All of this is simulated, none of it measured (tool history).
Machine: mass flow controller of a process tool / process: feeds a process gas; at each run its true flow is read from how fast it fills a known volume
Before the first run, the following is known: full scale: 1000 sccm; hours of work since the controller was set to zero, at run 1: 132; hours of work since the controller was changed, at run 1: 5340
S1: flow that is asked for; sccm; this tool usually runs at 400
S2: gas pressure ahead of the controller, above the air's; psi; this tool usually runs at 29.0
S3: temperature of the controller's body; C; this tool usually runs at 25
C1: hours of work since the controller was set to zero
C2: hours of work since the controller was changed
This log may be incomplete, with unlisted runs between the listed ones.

{"run": 1, "hour": 0.0, "S1": 400, "S2": 29.0, "S3": 25, "C1": 132, "C2": 5340, "true flow (%)": 97.95}
{"run": 2, "hour": 286.9, "S1": 400, "S2": 29.0, "S3": 21, "C1": 249, "C2": 5458, "true flow (%)": 97.68}
{"run": 3, "hour": 711.6, "S1": 400, "S2": 29.0, "S3": 21, "C1": 424, "C2": 5632, "true flow (%)": 97.74}
{"run": 4, "hour": 1023.4, "S1": 400, "S2": 29.0, "S3": 21, "C1": 551, "C2": 5760, "true flow (%)": 97.61}
{"run": 5, "hour": 1295.7, "S1": 400, "S2": 29.0, "S3": 21, "C1": 663, "C2": 5872, "true flow (%)": 97.62}
{"run": 6, "hour": 1642.4, "S1": 400, "S2": 25.4, "S3": 25, "C1": 805, "C2": 6014, "true flow (%)": 98.35}
{"run": 7, "hour": 1972.0, "S1": 400, "S2": 29.0, "S3": 25, "C1": 940, "C2": 6149, "true flow (%)": 98.03}
{"run": 8, "hour": 2186.8, "S1": 400, "S2": 29.0, "S3": 25, "C1": 1029, "C2": 6237, "true flow (%)": 98.08}
{"run": 9, "hour": 2676.2, "S1": 400, "S2": 29.0, "S3": 25, "C1": 1229, "C2": 6438, "true flow (%)": 98.11}
{"run": 10, "hour": 3169.9, "S1": 400, "S2": 29.0, "S3": 25, "C1": 1432, "C2": 6640, "true flow (%)": 98.14}
{"run": 11, "hour": 3463.2, "S1": 400, "S2": 29.0, "S3": 25, "C1": 1552, "C2": 6761, "true flow (%)": 98.11}
{"run": 12, "hour": 3703.7, "S1": 400, "S2": 39.2, "S3": 25, "C1": 1651, "C2": 6859, "true flow (%)": 97.46}
{"run": 13, "hour": 4160.9, "S1": 400, "S2": 24.8, "S3": 25, "C1": 1838, "C2": 7047, "true flow (%)": 98.4}
{"run": 14, "hour": 4427.5, "S1": 400, "S2": 29.0, "S3": 25, "C1": 1948, "C2": 7156, "true flow (%)": 98.05}
{"run": 15, "hour": 4904.8, "S1": 400, "S2": 33.4, "S3": 25, "C1": 2143, "C2": 7352, "true flow (%)": 97.84}
{"run": 16, "hour": 5323.0, "S1": 400, "S2": 33.4, "S3": 25, "C1": 2315, "C2": 7524, "true flow (%)": 97.67}
{"run": 17, "hour": 5662.3, "S1": 113, "S2": 28.3, "S3": 25, "C1": 2454, "C2": 7663, "true flow (%)": 97.28}
{"run": 18, "hour": 6123.5, "S1": 726, "S2": 29.0, "S3": 38, "C1": 2643, "C2": 7852, "true flow (%)": 100.52}
{"run": 19, "hour": 6462.4, "S1": 691, "S2": 29.0, "S3": 25, "C1": 2782, "C2": 7991, "true flow (%)": 98.85}
{"run": 20, "hour": 6747.1, "S1": 700, "S2": 39.5, "S3": 23, "C1": 2899, "C2": 8108, "true flow (%)": 98.13}
{"run": 21, "hour": 7034.0, "S1": 700, "S2": 39.5, "S3": 23, "C1": 3017, "C2": 8225, "true flow (%)": 98.29}
{"run": 22, "hour": 7270.3, "S1": 700, "S2": 39.5, "S3": 22, "C1": 3114, "C2": 8322, "true flow (%)": 98.14}
{"run": 23, "hour": 7536.8, "S1": 123, "S2": 25.4, "S3": 29, "C1": 3223, "C2": 8431, "true flow (%)": 97.69}
{"run": 24, "hour": 7767.1, "S1": 400, "S2": 21.3, "S3": 29, "C1": 3317, "C2": 8526, "true flow (%)": 98.85}
{"run": 25, "hour": 8180.9, "S1": 400, "S2": 25.5, "S3": 21, "C1": 3487, "C2": 8696, "true flow (%)": 97.83}
{"run": 26, "hour": 8561.3, "S1": 973, "S2": 31.2, "S3": 26, "C1": 3643, "C2": 8852, "true flow (%)": 100.01}
{"run": 27, "hour": 8985.7, "S1": 973, "S2": 31.2, "S3": 26, "C1": 3817, "C2": 9026, "true flow (%)": 99.88}

Branching from run 27: 4 alternative next runs. What would each branch give?
{"run": "A", "hour": 9342.6, "S1": 365, "S2": 27.8, "S3": 38, "C1": 3963, "C2": 9172, "true flow (%)": "?"}
{"run": "B", "hour": 9342.6, "S1": 483, "S2": 31.2, "S3": 26, "C1": 3963, "C2": 9172, "true flow (%)": "?"}
{"run": "C", "hour": 9342.6, "S1": 973, "S2": 35.8, "S3": 26, "C1": 3963, "C2": 9172, "true flow (%)": "?"}
{"run": "D", "hour": 9342.6, "S1": 400, "S2": 31.0, "S3": 25, "C1": 3963, "C2": 9172, "true flow (%)": "?"}

run=A true_flow_(%)=99.36
run=B true_flow_(%)=98.25
run=C true_flow_(%)=99.53
run=D true_flow_(%)=97.80
Without the tool's unlogged condition, the same runs would have read:
run=A true_flow_(%)=99.36
run=B true_flow_(%)=98.26
run=C true_flow_(%)=99.53
run=D true_flow_(%)=97.80
